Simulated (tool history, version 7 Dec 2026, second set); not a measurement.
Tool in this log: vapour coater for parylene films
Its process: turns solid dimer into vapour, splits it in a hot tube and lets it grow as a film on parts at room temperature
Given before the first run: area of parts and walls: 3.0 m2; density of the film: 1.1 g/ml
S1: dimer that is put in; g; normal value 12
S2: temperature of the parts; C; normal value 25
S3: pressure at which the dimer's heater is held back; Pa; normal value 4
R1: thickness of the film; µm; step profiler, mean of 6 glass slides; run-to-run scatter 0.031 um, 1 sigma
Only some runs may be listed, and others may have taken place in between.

run	hour	S1	S2	S3	R1
1	0	12	25	4	2.96
2	12.8	12	25	4	3.04
3	19.3	12	25	4	2.91
4	26.8	12	25	4	2.94
# hour 28.6: table's thermometer calibrated
5	38.4	12	25	4	2.97
6	48.5	21	25	4	5.13
7	56.6	12	25	4	2.9
8	66.1	14	25	4	3.38
9	73.9	9	22	5.98	2.24
# hour 81.9: table's thermometer calibrated, once more
10	82.5	9	22	5.98	2.28
11	94	9	22	5.98	2.27
12	103.1	21	17	4.67	6.02

Run 13 is up next; what results do you expect?
13	114.6	16	28	4	?

{"run 13": {"R1": 3.56}}
On a tool with no hidden condition, and with the same random variation, this run would have come out at R1 3.66 µm.
